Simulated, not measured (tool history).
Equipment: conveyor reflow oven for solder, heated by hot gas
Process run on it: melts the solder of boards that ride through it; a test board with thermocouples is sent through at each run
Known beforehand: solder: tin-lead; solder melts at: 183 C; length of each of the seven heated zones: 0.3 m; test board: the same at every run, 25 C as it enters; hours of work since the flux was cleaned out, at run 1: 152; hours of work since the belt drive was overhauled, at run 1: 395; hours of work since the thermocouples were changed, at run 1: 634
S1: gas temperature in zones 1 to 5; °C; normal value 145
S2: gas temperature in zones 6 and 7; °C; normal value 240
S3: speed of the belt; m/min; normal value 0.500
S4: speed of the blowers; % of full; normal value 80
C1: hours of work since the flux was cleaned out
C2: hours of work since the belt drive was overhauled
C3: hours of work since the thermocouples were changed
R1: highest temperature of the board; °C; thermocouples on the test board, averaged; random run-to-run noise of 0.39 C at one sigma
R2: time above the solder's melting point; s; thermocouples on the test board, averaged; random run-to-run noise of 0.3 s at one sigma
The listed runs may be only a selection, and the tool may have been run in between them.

| run | hour | S1 | S2 | S3 | S4 | C1 | C2 | C3 | R1 | R2 |
|---|---|---|---|---|---|---|---|---|---|---|
| 1 | 0.0 | 145 | 240 | 0.500 | 80 | 152 | 395 | 634 | 220.7 | 58.5 |
| 2 | 9.1 | 145 | 247 | 0.500 | 80 | 157 | 401 | 639 | 226.8 | 62.2 |
| 3 | 19.7 | 145 | 247 | 0.500 | 80 | 163 | 407 | 645 | 227.1 | 62.1 |
| 4 | 37.0 | 145 | 247 | 0.500 | 80 | 174 | 417 | 656 | 226.5 | 61.7 |
| 5 | 52.5 | 145 | 247 | 0.500 | 80 | 183 | 426 | 665 | 226.2 | 61.4 |
| 6 | 67.4 | 138 | 240 | 0.500 | 80 | 191 | 435 | 673 | 219.1 | 54.7 |
| 7 | 76.9 | 145 | 240 | 0.500 | 80 | 197 | 440 | 679 | 219.7 | 58.1 |
| 8 | 88.8 | 145 | 240 | 0.500 | 80 | 204 | 447 | 686 | 220.0 | 58.4 |
| 9 | 104.8 | 145 | 240 | 0.500 | 80 | 213 | 457 | 695 | 219.9 | 58.2 |
| 10 | 114.8 | 145 | 240 | 0.500 | 80 | 219 | 463 | 701 | 218.8 | 57.6 |
| 11 | 124.8 | 145 | 240 | 0.500 | 80 | 225 | 469 | 707 | 219.6 | 57.9 |
| 12 | 135.6 | 145 | 240 | 0.500 | 80 | 231 | 475 | 713 | 220.0 | 58.1 |
| 13 | 152.9 | 145 | 230 | 0.500 | 80 | 242 | 485 | 723 | 210.7 | 51.2 |
| 14 | 168.3 | 145 | 230 | 0.500 | 80 | 251 | 494 | 733 | 212.0 | 51.3 |
| 15 | 179.0 | 145 | 230 | 0.500 | 80 | 257 | 500 | 739 | 211.8 | 51.2 |
| 16 | 187.9 | 145 | 230 | 0.500 | 80 | 262 | 506 | 744 | 211.6 | 51.0 |
| 17 | 202.7 | 156 | 230 | 0.500 | 80 | 271 | 514 | 753 | 213.3 | 58.3 |
| 18 | 220.7 | 144 | 246 | 0.500 | 72 | 281 | 525 | 763 | 220.5 | 58.0 |
| 19 | 238.9 | 144 | 246 | 0.500 | 72 | 292 | 535 | 774 | 220.7 | 58.4 |
| 20 | 255.7 | 144 | 246 | 0.500 | 72 | 302 | 545 | 784 | 221.1 | 58.1 |
| 21 | 269.4 | 144 | 246 | 0.443 | 72 | 310 | 553 | 792 | 225.0 | 69.0 |
| 22 | 284.8 | 144 | 246 | 0.443 | 72 | 319 | 562 | 801 | 224.4 | 69.1 |
| 23 | 296.4 | 144 | 246 | 0.443 | 72 | 326 | 569 | 808 | 225.0 | 69.3 |
| 24 | 312.0 | 145 | 244 | 0.537 | 80 | 335 | 578 | 817 | 218.2 | 52.7 |
| 25 | 324.9 | 145 | 244 | 0.537 | 80 | 342 | 586 | 824 | 219.0 | 52.5 |
| 26 | 334.0 | 145 | 232 | 0.537 | 80 | 348 | 591 | 830 | 208.5 | 45.9 |
| 27 | 350.0 | 145 | 232 | 0.591 | 56 | 357 | 600 | 839 | 195.9 | 25.2 |
| 28 | 363.7 | 145 | 232 | 0.591 | 56 | 365 | 608 | 847 | 195.9 | 25.0 |
| 29 | 380.8 | 145 | 232 | 0.591 | 71 | 375 | 618 | 857 | 202.3 | 33.3 |
| 30 | 397.1 | 145 | 251 | 0.501 | 78 | 385 | 628 | 867 | 225.6 | 61.3 |
| 31 | 409.0 | 145 | 251 | 0.501 | 62 | 392 | 635 | 874 | 220.1 | 57.2 |

Measured result minus the same run's result without the hidden state. Both carry the same run-to-run variation, though not necessarily the same gauge scatter:
Hidden state present: heat that the gas passes to the board, % of a clean oven's; belt's true speed, % of the reading; true gas temperature in zones 6 and 7 over the reading, C; drift of the gauge itself on peak_c, C; drift of the gauge itself on liquid_s, %.
| run | R1 | R2 |
|---|---|---|
| 1 | -2.5 | -1.3 |
| 2 | -2.7 | -1.1 |
| 3 | -2.9 | -1.2 |
| 4 | -3.0 | -1.2 |
| 5 | -3.1 | -1.3 |
| 6 | -3.2 | -2.1 |
| 7 | -3.2 | -1.8 |
| 8 | -3.3 | -1.8 |
| 9 | -3.4 | -1.9 |
| 10 | -3.5 | -2.0 |
| 11 | -3.6 | -2.1 |
| 12 | -3.6 | -2.2 |
| 13 | -3.6 | -3.0 |
| 14 | -3.7 | -3.1 |
| 15 | -3.8 | -3.2 |
| 16 | -3.8 | -3.3 |
| 17 | -3.6 | -2.6 |
| 18 | -4.5 | -2.5 |
| 19 | -4.7 | -2.6 |
| 20 | -4.7 | -2.7 |
| 21 | -4.5 | -2.2 |
| 22 | -4.7 | -2.3 |
| 23 | -4.7 | -2.3 |
| 24 | -5.6 | -3.3 |
| 25 | -5.7 | -3.4 |
| 26 | -5.3 | -4.7 |
| 27 | -5.1 | -6.7 |
| 28 | -5.2 | -6.8 |
| 29 | -5.9 | -6.3 |
| 30 | -6.3 | -2.9 |
| 31 | -6.0 | -3.7 |

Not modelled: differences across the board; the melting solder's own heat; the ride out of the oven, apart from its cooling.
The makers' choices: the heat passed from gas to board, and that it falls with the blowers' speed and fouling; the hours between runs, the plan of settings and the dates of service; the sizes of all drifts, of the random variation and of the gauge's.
